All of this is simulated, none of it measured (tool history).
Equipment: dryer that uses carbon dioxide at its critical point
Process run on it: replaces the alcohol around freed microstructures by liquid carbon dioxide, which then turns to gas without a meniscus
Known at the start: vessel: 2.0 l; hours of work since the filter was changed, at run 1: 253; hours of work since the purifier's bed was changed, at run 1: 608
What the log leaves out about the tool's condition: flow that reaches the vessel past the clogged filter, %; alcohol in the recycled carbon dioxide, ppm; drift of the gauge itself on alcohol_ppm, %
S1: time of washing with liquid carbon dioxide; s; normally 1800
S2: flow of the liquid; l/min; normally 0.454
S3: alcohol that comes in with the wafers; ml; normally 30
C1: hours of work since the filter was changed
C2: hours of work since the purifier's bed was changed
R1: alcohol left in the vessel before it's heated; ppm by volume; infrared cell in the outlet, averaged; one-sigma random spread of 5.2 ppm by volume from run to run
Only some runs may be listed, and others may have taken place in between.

{"run": 1, "hour": 0.0, "S1": 1800, "S2": 0.454, "S3": 30, "C1": 253, "C2": 608, "R1": 291}
{"run": 2, "hour": 26.2, "S1": 1800, "S2": 0.454, "S3": 30, "C1": 267, "C2": 621, "R1": 289}
{"run": 3, "hour": 66.2, "S1": 1800, "S2": 0.454, "S3": 30, "C1": 287, "C2": 641, "R1": 302}
{"run": 4, "hour": 113.7, "S1": 1800, "S2": 0.454, "S3": 30, "C1": 311, "C2": 665, "R1": 308}
{"hour": 152.2, "done": "inlet filter changed"}
{"run": 5, "hour": 168.8, "S1": 1800, "S2": 0.454, "S3": 30, "C1": 8, "C2": 692, "R1": 263}
{"run": 6, "hour": 209.8, "S1": 1800, "S2": 0.454, "S3": 30, "C1": 29, "C2": 713, "R1": 254}
{"run": 7, "hour": 257.9, "S1": 1800, "S2": 0.454, "S3": 30, "C1": 53, "C2": 737, "R1": 266}
{"run": 8, "hour": 299.4, "S1": 2040, "S2": 0.454, "S3": 30, "C1": 74, "C2": 758, "R1": 236}
{"run": 9, "hour": 351.2, "S1": 2040, "S2": 0.454, "S3": 30, "C1": 101, "C2": 785, "R1": 247}
{"run": 10, "hour": 390.2, "S1": 2040, "S2": 0.454, "S3": 30, "C1": 120, "C2": 804, "R1": 249}
{"run": 11, "hour": 441.3, "S1": 2040, "S2": 0.454, "S3": 30, "C1": 146, "C2": 830, "R1": 262}
{"run": 12, "hour": 479.4, "S1": 1800, "S2": 0.454, "S3": 30, "C1": 165, "C2": 849, "R1": 318}
{"run": 13, "hour": 524.7, "S1": 1800, "S2": 0.454, "S3": 30, "C1": 188, "C2": 872, "R1": 329}
{"run": 14, "hour": 551.8, "S1": 1800, "S2": 0.454, "S3": 30, "C1": 202, "C2": 886, "R1": 335}
{"run": 15, "hour": 600.3, "S1": 1800, "S2": 0.454, "S3": 30, "C1": 226, "C2": 910, "R1": 354}
{"run": 16, "hour": 652.8, "S1": 1800, "S2": 0.454, "S3": 30, "C1": 253, "C2": 937, "R1": 361}
{"run": 17, "hour": 703.9, "S1": 1980, "S2": 0.454, "S3": 30, "C1": 279, "C2": 963, "R1": 333}
{"hour": 738.2, "done": "purifier's bed changed"}
{"run": 18, "hour": 754.8, "S1": 1980, "S2": 0.454, "S3": 30, "C1": 303, "C2": 8, "R1": 94}
{"run": 19, "hour": 782.5, "S1": 1800, "S2": 0.454, "S3": 22, "C1": 317, "C2": 22, "R1": 116}
{"hour": 811.7, "done": "inlet filter changed"}
{"run": 20, "hour": 814.6, "S1": 1800, "S2": 0.454, "S3": 30, "C1": 1, "C2": 38, "R1": 96}
{"run": 21, "hour": 848.5, "S1": 1800, "S2": 0.454, "S3": 30, "C1": 19, "C2": 55, "R1": 105}
{"run": 22, "hour": 901.3, "S1": 1800, "S2": 0.454, "S3": 30, "C1": 45, "C2": 82, "R1": 112}
{"run": 23, "hour": 937.4, "S1": 1800, "S2": 0.454, "S3": 30, "C1": 64, "C2": 100, "R1": 123}
{"run": 24, "hour": 990.6, "S1": 1800, "S2": 0.454, "S3": 30, "C1": 90, "C2": 127, "R1": 139}
{"run": 25, "hour": 1038.3, "S1": 1800, "S2": 0.454, "S3": 30, "C1": 114, "C2": 151, "R1": 146}
{"run": 26, "hour": 1085.6, "S1": 1800, "S2": 0.454, "S3": 30, "C1": 138, "C2": 175, "R1": 152}
{"run": 27, "hour": 1137.2, "S1": 2400, "S2": 0.709, "S3": 22, "C1": 164, "C2": 201, "R1": 65}
{"run": 28, "hour": 1174.0, "S1": 2400, "S2": 0.709, "S3": 22, "C1": 183, "C2": 220, "R1": 63}
{"run": 29, "hour": 1223.5, "S1": 2400, "S2": 0.709, "S3": 22, "C1": 208, "C2": 245, "R1": 68}
{"run": 30, "hour": 1277.8, "S1": 1320, "S2": 0.714, "S3": 26, "C1": 235, "C2": 272, "R1": 122}
{"run": 31, "hour": 1307.4, "S1": 2460, "S2": 0.531, "S3": 72, "C1": 250, "C2": 287, "R1": 95}
{"run": 32, "hour": 1343.3, "S1": 1800, "S2": 0.454, "S3": 115, "C1": 268, "C2": 305, "R1": 594}
{"run": 33, "hour": 1375.5, "S1": 1380, "S2": 0.454, "S3": 22, "C1": 285, "C2": 321, "R1": 380}
{"run": 34, "hour": 1397.6, "S1": 1380, "S2": 0.454, "S3": 22, "C1": 296, "C2": 333, "R1": 379}
{"run": 35, "hour": 1423.0, "S1": 2580, "S2": 0.717, "S3": 22, "C1": 309, "C2": 345, "R1": 93}
{"run": 36, "hour": 1451.1, "S1": 2820, "S2": 0.274, "S3": 102, "C1": 323, "C2": 360, "R1": 712}
{"hour": 1469.7, "done": "inlet filter changed"}
{"run": 37, "hour": 1495.5, "S1": 2820, "S2": 0.274, "S3": 102, "C1": 13, "C2": 381, "R1": 483}
{"run": 38, "hour": 1539.9, "S1": 1320, "S2": 0.699, "S3": 27, "C1": 35, "C2": 404, "R1": 156}
{"run": 39, "hour": 1562.6, "S1": 1860, "S2": 0.283, "S3": 31, "C1": 47, "C2": 415, "R1": 672}

Predict the results of run 40:
{"run": 40, "hour": 1607.7, "S1": 1860, "S2": 0.283, "S3": 31, "C1": 70, "C2": 438, "R1": "?"}

R1: 707 ppm by volume
Take away the tool's hidden state, keep the run-to-run variation as it was, and the same run would have given R1 543 ppm by volume.
